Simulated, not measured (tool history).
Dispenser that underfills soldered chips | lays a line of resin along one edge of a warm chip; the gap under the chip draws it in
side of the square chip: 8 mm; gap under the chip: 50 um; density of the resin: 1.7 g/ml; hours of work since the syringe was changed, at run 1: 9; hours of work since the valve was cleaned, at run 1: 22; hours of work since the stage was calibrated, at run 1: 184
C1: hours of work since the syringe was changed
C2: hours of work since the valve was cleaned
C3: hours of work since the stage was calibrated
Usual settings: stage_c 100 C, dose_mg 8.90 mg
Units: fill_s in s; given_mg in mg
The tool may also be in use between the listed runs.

run 1 day=0.000 | stage_c=100 dose_mg=8.90 | C1=9 C2=22 C3=184 | fill_s=48.6 given_mg=8.81
-- day=0.054 new syringe of resin
run 2 day=0.171 | stage_c=100 dose_mg=8.90 | C1=2 C2=25 C3=187 | fill_s=32.6 given_mg=8.71
run 3 day=0.312 | stage_c=100 dose_mg=8.90 | C1=5 C2=28 C3=189 | fill_s=38.6 given_mg=8.79
run 4 day=0.492 | stage_c=100 dose_mg=8.90 | C1=8 C2=31 C3=193 | fill_s=46.5 given_mg=8.79
-- day=0.592 new syringe of resin
run 5 day=0.662 | stage_c=111 dose_mg=8.90 | C1=1 C2=33 C3=195 | fill_s=20.4 given_mg=8.75
run 6 day=0.925 | stage_c=100 dose_mg=10.94 | C1=6 C2=38 C3=200 | fill_s=41.9 given_mg=10.72
run 7 day=1.096 | stage_c=100 dose_mg=10.94 | C1=9 C2=41 C3=203 | fill_s=48.8 given_mg=10.77
-- day=1.142 new syringe of resin
run 8 day=1.225 | stage_c=100 dose_mg=10.94 | C1=1 C2=43 C3=205 | fill_s=30.0 given_mg=10.69
run 9 day=1.379 | stage_c=103 dose_mg=10.94 | C1=4 C2=46 C3=208 | fill_s=32.6 given_mg=10.65
run 10 day=1.596 | stage_c=100 dose_mg=8.90 | C1=8 C2=50 C3=212 | fill_s=47.7 given_mg=8.68
-- day=1.683 new syringe of resin
run 11 day=1.721 | stage_c=100 dose_mg=8.90 | C1=1 C2=52 C3=214 | fill_s=29.9 given_mg=8.64
run 12 day=1.933 | stage_c=100 dose_mg=8.90 | C1=4 C2=55 C3=217 | fill_s=38.2 given_mg=8.64
run 13 day=2.154 | stage_c=103 dose_mg=8.90 | C1=8 C2=59 C3=221 | fill_s=42.5 given_mg=8.65
-- day=2.225 new syringe of resin
run 14 day=2.279 | stage_c=102 dose_mg=8.90 | C1=1 C2=61 C3=223 | fill_s=28.4 given_mg=8.64
run 15 day=2.392 | stage_c=102 dose_mg=8.90 | C1=3 C2=63 C3=225 | fill_s=31.8 given_mg=8.51
run 16 day=2.583 | stage_c=102 dose_mg=8.90 | C1=6 C2=67 C3=228 | fill_s=39.2 given_mg=8.54
-- day=2.775 new syringe of resin
run 17 day=2.783 | stage_c=94 dose_mg=10.10 | C1=0 C2=70 C3=232 | fill_s=36.3 given_mg=9.82
run 18 day=2.904 | stage_c=94 dose_mg=10.10 | C1=2 C2=72 C3=234 | fill_s=42.6 given_mg=9.71
run 19 day=3.054 | stage_c=94 dose_mg=10.10 | C1=5 C2=75 C3=237 | fill_s=50.0 given_mg=9.65
run 20 day=3.200 | stage_c=112 dose_mg=10.10 | C1=7 C2=77 C3=239 | fill_s=29.0 given_mg=9.67
-- day=3.325 new syringe of resin
run 21 day=3.462 | stage_c=98 dose_mg=9.12 | C1=2 C2=82 C3=243 | fill_s=34.7 given_mg=8.68
run 22 day=3.704 | stage_c=100 dose_mg=8.95 | C1=7 C2=86 C3=248 | fill_s=42.9 given_mg=8.55
-- day=3.862 new syringe of resin
run 23 day=3.862 | stage_c=100 dose_mg=8.95 | C1=0 C2=88 C3=250 | fill_s=28.8 given_mg=8.56
run 24 day=4.017 | stage_c=100 dose_mg=8.95 | C1=3 C2=91 C3=253 | fill_s=34.3 given_mg=8.60
run 25 day=4.133 | stage_c=96 dose_mg=8.20 | C1=5 C2=93 C3=255 | fill_s=45.5 given_mg=7.83
run 26 day=4.300 | stage_c=92 dose_mg=10.23 | C1=8 C2=96 C3=258 | fill_s=66.0 given_mg=9.64
-- day=4.404 new syringe of resin
run 27 day=4.442 | stage_c=96 dose_mg=8.62 | C1=1 C2=98 C3=260 | fill_s=35.0 given_mg=8.19
run 28 day=4.583 | stage_c=91 dose_mg=9.62 | C1=3 C2=101 C3=263 | fill_s=50.5 given_mg=9.25

Hidden state or all else? Some run-to-run changes of fill_s, split into what the settings, what came in and random variation would give without the hidden state, and what is left for the hidden state (with any gauge scatter that isn't in both results):
The hidden state here: resin's viscosity, % of fresh resin's; dose that the valve gives, % of what is set; true chip temperature over the reading, C; drift of the gauge itself on fill_s, %; drift of the gauge itself on given_mg, %.
Run 4 -> 5: stage_c 100 -> 111, new syringe of resin. fill_s -26.1 s: hidden state -16.6, all else -9.5.
Run 7 -> 8: new syringe of resin. fill_s -18.8 s: hidden state -18.8, all else +0.0.
Run 26 -> 27: stage_c 92 -> 96, dose_mg 10.23 -> 8.62, new syringe of resin. fill_s -31.0 s: hidden state -24.7, all else -6.3.

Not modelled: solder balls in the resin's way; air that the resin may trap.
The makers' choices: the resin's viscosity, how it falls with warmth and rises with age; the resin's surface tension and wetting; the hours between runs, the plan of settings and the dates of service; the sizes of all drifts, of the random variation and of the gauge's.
